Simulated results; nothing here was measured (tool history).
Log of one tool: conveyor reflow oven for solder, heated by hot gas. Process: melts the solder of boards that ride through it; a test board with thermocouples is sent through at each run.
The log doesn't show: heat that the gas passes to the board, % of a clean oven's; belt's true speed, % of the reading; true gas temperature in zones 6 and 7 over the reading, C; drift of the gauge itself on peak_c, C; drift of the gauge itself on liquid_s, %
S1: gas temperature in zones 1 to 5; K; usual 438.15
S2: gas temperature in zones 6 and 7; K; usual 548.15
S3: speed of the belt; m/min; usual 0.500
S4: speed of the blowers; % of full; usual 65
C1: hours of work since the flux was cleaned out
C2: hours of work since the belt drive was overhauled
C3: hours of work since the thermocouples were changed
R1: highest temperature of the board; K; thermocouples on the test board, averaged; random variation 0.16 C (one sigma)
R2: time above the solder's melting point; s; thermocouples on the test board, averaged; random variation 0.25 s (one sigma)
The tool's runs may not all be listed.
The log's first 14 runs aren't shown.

Run 15, hour 673.6: usual settings but S3 0.472 m/min; C1 61; C2 40; C3 188. Result: R1 536.25 K, R2 82.6 s.
Run 16, hour 709.2: usual settings but S4 75 % of full; C1 89; C2 68; C3 216. Result: R1 536.45 K, R2 78.4 s.
Run 17, hour 759.2: usual settings but S1 424.15 K, S2 538.15 K, S3 0.553 m/min, S4 85 % of full; C1 128; C2 107; C3 255. Result: R1 524.45 K, R2 57.9 s.
Run 18, hour 787.2: usual settings but S2 539.15 K, S4 87 % of full; C1 150; C2 129; C3 277. Result: R1 529.75 K, R2 74.9 s.
Run 19, hour 820.5: usual settings but S1 430.15 K; C1 176; C2 155; C3 303. Result: R1 532.95 K, R2 72.8 s.
Run 20, hour 860.6: usual settings but S1 450.15 K, S2 555.15 K; C1 208; C2 186; C3 334. Result: R1 542.15 K, R2 86.1 s.
Run 21, hour 905.8: usual settings but S1 435.15 K, S2 555.15 K, S3 0.559 m/min; C1 243; C2 222; C3 369. Result: R1 535.95 K, R2 68.4 s.
Run 22, hour 967.7: usual settings but S2 557.15 K, S4 63 % of full; C1 291; C2 270; C3 418. Result: R1 541.65 K, R2 81.2 s.
Run 23, hour 1009.3: usual settings but S2 557.15 K, S4 63 % of full; C1 324; C2 303; C3 450. Result: R1 541.55 K, R2 81.7 s.
At hour 1055.1: flux residue cleaned out of gas plates and filters.
Run 24, hour 1070.4: usual settings but S2 557.15 K, S4 63 % of full; C1 12; C2 347; C3 494. Result: R1 543.25 K, R2 82.7 s.
Run 25, hour 1099.2: usual settings but S1 429.15 K, S2 547.15 K, S3 0.586 m/min, S4 78 % of full; C1 34; C2 369; C3 517. Result: R1 531.05 K, R2 60.3 s.
Run 26, hour 1145.4: usual settings but S1 449.15 K, S3 0.452 m/min; C1 71; C2 405; C3 553. Result: R1 539.05 K, R2 94.5 s.
Run 27, hour 1212.3: usual settings but S1 449.15 K, S3 0.452 m/min; C1 123; C2 458; C3 605. Result: R1 539.05 K, R2 94.3 s.
Run 28, hour 1252.8: usual settings but S1 449.15 K, S3 0.452 m/min; C1 155; C2 489; C3 637. Result: R1 538.85 K, R2 93.7 s.
Run 29, hour 1318.7: usual settings but S1 443.15 K, S2 540.15 K, S3 0.542 m/min, S4 84 % of full; C1 206; C2 541; C3 688. Result: R1 529.25 K, R2 70.3 s.
Run 30, hour 1386.1: usual settings but S1 443.15 K, S2 540.15 K, S3 0.542 m/min, S4 84 % of full; C1 259; C2 593; C3 741. Result: R1 528.95 K, R2 69.5 s.
Run 31, hour 1425.1: usual settings but S1 436.15 K, S3 0.520 m/min; C1 289; C2 624; C3 772. Result: R1 532.55 K, R2 71.6 s.

3 ways to go on from here, each from the tool as it stands after run 31. What would each give?
Run A, hour 1463.2: usual settings but S1 436.15 K, S2 546.15 K, S3 0.512 m/min, S4 60 % of full; C1 319; C2 654; C3 801. Result: R1 ?, R2 ?.
Run B, hour 1463.2: usual settings but S1 452.15 K, S2 545.15 K, S3 0.520 m/min, S4 73 % of full; C1 319; C2 654; C3 801. Result: R1 ?, R2 ?.
Run C, hour 1463.2: usual settings but S3 0.548 m/min; C1 319; C2 654; C3 801. Result: R1 ?, R2 ?.

run      R1    R2
  A  530.35  70.9
  B  533.45  79.6
  C  531.15  67.4
Without the tool's hidden state the same runs would have given:
run      R1    R2
  A  531.35  71.1
  B  534.35  79.5
  C  532.35  67.8

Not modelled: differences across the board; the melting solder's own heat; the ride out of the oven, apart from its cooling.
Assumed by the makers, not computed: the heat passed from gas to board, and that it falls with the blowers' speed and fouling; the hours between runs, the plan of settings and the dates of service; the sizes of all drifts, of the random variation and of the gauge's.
